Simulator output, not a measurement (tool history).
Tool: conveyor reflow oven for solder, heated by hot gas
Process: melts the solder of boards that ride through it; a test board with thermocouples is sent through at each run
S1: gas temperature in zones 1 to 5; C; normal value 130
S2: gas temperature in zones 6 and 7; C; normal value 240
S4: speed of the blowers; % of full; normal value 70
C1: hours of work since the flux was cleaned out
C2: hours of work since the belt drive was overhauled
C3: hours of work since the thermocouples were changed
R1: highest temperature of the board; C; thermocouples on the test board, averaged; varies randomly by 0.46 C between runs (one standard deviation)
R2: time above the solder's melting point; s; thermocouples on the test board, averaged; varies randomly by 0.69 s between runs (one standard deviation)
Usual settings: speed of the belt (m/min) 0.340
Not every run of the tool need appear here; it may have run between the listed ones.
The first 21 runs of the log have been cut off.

Run 22, hour 1119.3: usual settings but S1 122 C, S2 243 C, speed of the belt (m/min) 0.410; C1 219; C2 86; C3 1190. Result: R1 212.0 C, R2 53.2 s.
Run 23, hour 1194.8: usual settings but speed of the belt (m/min) 0.398; C1 268; C2 135; C3 1239. Result: R1 213.8 C, R2 60.2 s.
Run 24, hour 1241.1: usual settings but S1 117 C, S2 253 C, speed of the belt (m/min) 0.288, S4 51 % of full; C1 298; C2 165; C3 1269. Result: R1 231.6 C, R2 98.4 s.
Run 25, hour 1285.5: usual settings but speed of the belt (m/min) 0.294; C1 327; C2 194; C3 1298. Result: R1 225.4 C, R2 95.2 s.
At hour 1308.1: thermocouples of zones 6 and 7 changed.
Run 26, hour 1362.6: usual settings but S1 128 C, S2 247 C, speed of the belt (m/min) 0.296, S4 77 % of full; C1 375; C2 242; C3 35. Result: R1 231.1 C, R2 100.1 s.
Run 27, hour 1415.9: usual settings but S2 247 C, speed of the belt (m/min) 0.297; C1 410; C2 277; C3 70. Result: R1 230.0 C, R2 99.4 s.
Run 28, hour 1464.1: usual settings but S2 231 C, speed of the belt (m/min) 0.297, S4 58 % of full; C1 441; C2 308; C3 101. Result: R1 213.0 C, R2 81.2 s.
At hour 1535.8: flux residue cleaned out of gas plates and filters.
Run 29, hour 1536.7: usual settings but S2 231 C, speed of the belt (m/min) 0.297, S4 58 % of full; C1 1; C2 352; C3 145. Result: R1 216.9 C, R2 87.5 s.
Run 30, hour 1574.9: usual settings but S1 135 C, S2 249 C, speed of the belt (m/min) 0.365, S4 50 % of full; C1 25; C2 377; C3 169. Result: R1 223.3 C, R2 77.6 s.

Below are 4 alternative next runs, each starting from the tool's condition after run 30. Predict each:
Run A, hour 1632.9: usual settings but S1 138 C, S2 246 C, speed of the belt (m/min) 0.365, S4 51 % of full; C1 63; C2 414; C3 207. Result: R1 ?, R2 ?.
Run B, hour 1632.9: usual settings but S1 119 C, speed of the belt (m/min) 0.373, S4 68 % of full; C1 63; C2 414; C3 207. Result: R1 ?, R2 ?.
Run C, hour 1632.9: usual settings but S1 116 C, S2 245 C, speed of the belt (m/min) 0.333, S4 50 % of full; C1 63; C2 414; C3 207. Result: R1 ?, R2 ?.
Run D, hour 1632.9: usual settings but S4 59 % of full; C1 63; C2 414; C3 207. Result: R1 ?, R2 ?.

run     R1    R2
  A  220.8  77.6
  B  215.3  62.6
  C  218.7  72.9
  D  219.4  77.9
Had the tool no hidden state, the same runs would have come out as:
run     R1    R2
  A  220.6  77.0
  B  215.3  62.3
  C  218.6  72.3
  D  219.2  77.3
